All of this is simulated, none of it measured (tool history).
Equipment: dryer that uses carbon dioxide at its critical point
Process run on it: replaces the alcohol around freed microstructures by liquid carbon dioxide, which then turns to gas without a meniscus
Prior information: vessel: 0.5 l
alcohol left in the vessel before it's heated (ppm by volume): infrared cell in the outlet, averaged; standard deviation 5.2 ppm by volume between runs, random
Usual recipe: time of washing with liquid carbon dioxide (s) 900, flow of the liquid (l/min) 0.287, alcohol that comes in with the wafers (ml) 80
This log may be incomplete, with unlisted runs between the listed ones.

| run | hour | time of washing with liquid carbon dioxide (s) | flow of the liquid (l/min) | alcohol that comes in with the wafers (ml) | alcohol left in the vessel before it's heated (ppm by volume) |
|---|---|---|---|---|---|
| 1 | 0.0 | 900 | 0.287 | 80 | 166 |
| 2 | 18.7 | 900 | 0.287 | 80 | 178 |
| 3 | 34.2 | 900 | 0.287 | 80 | 188 |
| 4 | 49.5 | 900 | 0.287 | 80 | 180 |
| 5 | 60.4 | 900 | 0.287 | 80 | 187 |
| 6 | 78.0 | 900 | 0.287 | 80 | 186 |
| 7 | 88.5 | 900 | 0.287 | 80 | 192 |
| 8 | 97.5 | 900 | 0.287 | 28 | 89 |
| 9 | 116.2 | 1080 | 0.349 | 80 | 43 |
| 10 | 132.6 | 1080 | 0.349 | 80 | 38 |
| 11 | 151.3 | 1080 | 0.349 | 80 | 45 |
| 12 | 168.4 | 900 | 0.266 | 81 | 349 |
| 13 | 184.7 | 900 | 0.266 | 81 | 364 |
| 14 | 198.2 | 900 | 0.266 | 81 | 368 |
| 15 | 212.2 | 900 | 0.266 | 81 | 375 |
| 16 | 221.6 | 900 | 0.287 | 55 | 174 |

Forecast each of these 3 alternatives for the next run:
| A | 235.4 | 840 | 0.436 | 52 | ? |
| B | 235.4 | 900 | 0.234 | 80 | ? |
| C | 235.4 | 1320 | 0.404 | 55 | ? |

| run | alcohol left in the vessel before it's heated (ppm by volume) |
|---|---|
| A | 46 |
| B | 771 |
| C | 38 |
Without the tool's hidden state the same runs would have given:
| run | alcohol left in the vessel before it's heated (ppm by volume) |
|---|---|
| A | 6 |
| B | 401 |
| C | 2 |

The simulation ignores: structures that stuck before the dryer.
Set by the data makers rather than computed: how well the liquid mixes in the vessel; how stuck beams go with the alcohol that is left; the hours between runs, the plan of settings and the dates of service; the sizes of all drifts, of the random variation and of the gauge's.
